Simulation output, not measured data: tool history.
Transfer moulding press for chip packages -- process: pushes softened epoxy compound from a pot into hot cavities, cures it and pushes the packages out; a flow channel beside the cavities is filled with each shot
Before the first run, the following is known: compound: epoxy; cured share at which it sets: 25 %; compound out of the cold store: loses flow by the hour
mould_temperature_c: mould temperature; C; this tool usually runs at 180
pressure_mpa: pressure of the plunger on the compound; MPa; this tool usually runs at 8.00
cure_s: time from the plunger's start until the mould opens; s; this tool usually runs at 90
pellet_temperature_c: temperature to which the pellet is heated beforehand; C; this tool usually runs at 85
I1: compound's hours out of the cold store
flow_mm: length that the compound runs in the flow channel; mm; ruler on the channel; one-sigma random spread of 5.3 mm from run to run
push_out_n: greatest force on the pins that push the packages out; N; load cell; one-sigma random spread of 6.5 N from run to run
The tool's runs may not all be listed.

run 1 hour=0.0 | mould_temperature_c=180 pressure_mpa=8.00 cure_s=90 pellet_temperature_c=85 | I1=14.4 | flow_mm=884 push_out_n=380
run 2 hour=7.3 | mould_temperature_c=180 pressure_mpa=8.00 cure_s=90 pellet_temperature_c=85 | I1=31.0 | flow_mm=822 push_out_n=421
run 3 hour=17.3 | mould_temperature_c=180 pressure_mpa=6.28 cure_s=90 pellet_temperature_c=85 | I1=14.5 | flow_mm=784 push_out_n=477
-- hour=25.3 cavities cleaned with cleaning compound and waxed
run 4 hour=27.4 | mould_temperature_c=180 pressure_mpa=8.13 cure_s=90 pellet_temperature_c=85 | I1=36.1 | flow_mm=802 push_out_n=260
run 5 hour=33.5 | mould_temperature_c=180 pressure_mpa=8.13 cure_s=90 pellet_temperature_c=85 | I1=27.2 | flow_mm=839 push_out_n=342
run 6 hour=46.6 | mould_temperature_c=180 pressure_mpa=8.00 cure_s=84 pellet_temperature_c=85 | I1=35.5 | flow_mm=801 push_out_n=450
run 7 hour=61.1 | mould_temperature_c=181 pressure_mpa=8.00 cure_s=90 pellet_temperature_c=85 | I1=35.3 | flow_mm=792 push_out_n=458
-- hour=67.4 cavities cleaned with cleaning compound and waxed
run 8 hour=69.7 | mould_temperature_c=181 pressure_mpa=8.00 cure_s=90 pellet_temperature_c=85 | I1=39.2 | flow_mm=772 push_out_n=261
run 9 hour=75.6 | mould_temperature_c=181 pressure_mpa=8.00 cure_s=90 pellet_temperature_c=85 | I1=11.6 | flow_mm=895 push_out_n=315
run 10 hour=81.5 | mould_temperature_c=181 pressure_mpa=8.00 cure_s=90 pellet_temperature_c=85 | I1=10.6 | flow_mm=904 push_out_n=364
run 11 hour=95.8 | mould_temperature_c=181 pressure_mpa=8.00 cure_s=90 pellet_temperature_c=85 | I1=35.6 | flow_mm=788 push_out_n=422
run 12 hour=105.2 | mould_temperature_c=181 pressure_mpa=8.00 cure_s=90 pellet_temperature_c=85 | I1=8.4 | flow_mm=900 push_out_n=464
-- hour=109.1 cavities cleaned with cleaning compound and waxed
run 13 hour=115.1 | mould_temperature_c=180 pressure_mpa=8.00 cure_s=74 pellet_temperature_c=85 | I1=45.9 | flow_mm=750 push_out_n=406
run 14 hour=121.1 | mould_temperature_c=180 pressure_mpa=8.00 cure_s=74 pellet_temperature_c=85 | I1=24.2 | flow_mm=828 push_out_n=487
run 15 hour=130.1 | mould_temperature_c=180 pressure_mpa=8.00 cure_s=107 pellet_temperature_c=84 | I1=44.1 | flow_mm=753 push_out_n=379
run 16 hour=141.9 | mould_temperature_c=180 pressure_mpa=8.00 cure_s=125 pellet_temperature_c=85 | I1=16.4 | flow_mm=866 push_out_n=391
-- hour=151.2 cavities cleaned with cleaning compound and waxed
run 17 hour=155.7 | mould_temperature_c=180 pressure_mpa=8.00 cure_s=125 pellet_temperature_c=85 | I1=9.6 | flow_mm=888 push_out_n=254
run 18 hour=162.8 | mould_temperature_c=180 pressure_mpa=8.00 cure_s=125 pellet_temperature_c=85 | I1=39.7 | flow_mm=771 push_out_n=305
run 19 hour=171.4 | mould_temperature_c=180 pressure_mpa=8.00 cure_s=125 pellet_temperature_c=91 | I1=21.0 | flow_mm=841 push_out_n=351
-- hour=178.7 plunger's sealing rings changed
run 20 hour=181.6 | mould_temperature_c=180 pressure_mpa=8.10 cure_s=125 pellet_temperature_c=91 | I1=20.5 | flow_mm=904 push_out_n=379
-- hour=196.2 cavities cleaned with cleaning compound and waxed
run 21 hour=197.7 | mould_temperature_c=177 pressure_mpa=6.38 cure_s=122 pellet_temperature_c=82 | I1=8.3 | flow_mm=850 push_out_n=238
run 22 hour=212.3 | mould_temperature_c=174 pressure_mpa=9.81 cure_s=84 pellet_temperature_c=86 | I1=35.1 | flow_mm=936 push_out_n=602
run 23 hour=225.0 | mould_temperature_c=174 pressure_mpa=9.81 cure_s=84 pellet_temperature_c=86 | I1=14.7 | flow_mm=1029 push_out_n=737
run 24 hour=231.2 | mould_temperature_c=174 pressure_mpa=9.81 cure_s=84 pellet_temperature_c=86 | I1=11.3 | flow_mm=1052 push_out_n=796
-- hour=238.5 cavities cleaned with cleaning compound and waxed
run 25 hour=241.6 | mould_temperature_c=185 pressure_mpa=7.74 cure_s=112 pellet_temperature_c=93 | I1=47.6 | flow_mm=745 push_out_n=251
run 26 hour=251.2 | mould_temperature_c=180 pressure_mpa=7.12 cure_s=90 pellet_temperature_c=85 | I1=22.7 | flow_mm=826 push_out_n=360

What will run 27 give?
run 27 hour=262.7 | mould_temperature_c=180 pressure_mpa=6.26 cure_s=90 pellet_temperature_c=85 | I1=34.5 | flow_mm=? push_out_n=?

flow_mm: 724 mm
push_out_n: 421 N
Take away the tool's hidden state, keep the run-to-run variation as it was, and the same run would have given flow_mm 734 mm, push_out_n 247 N.
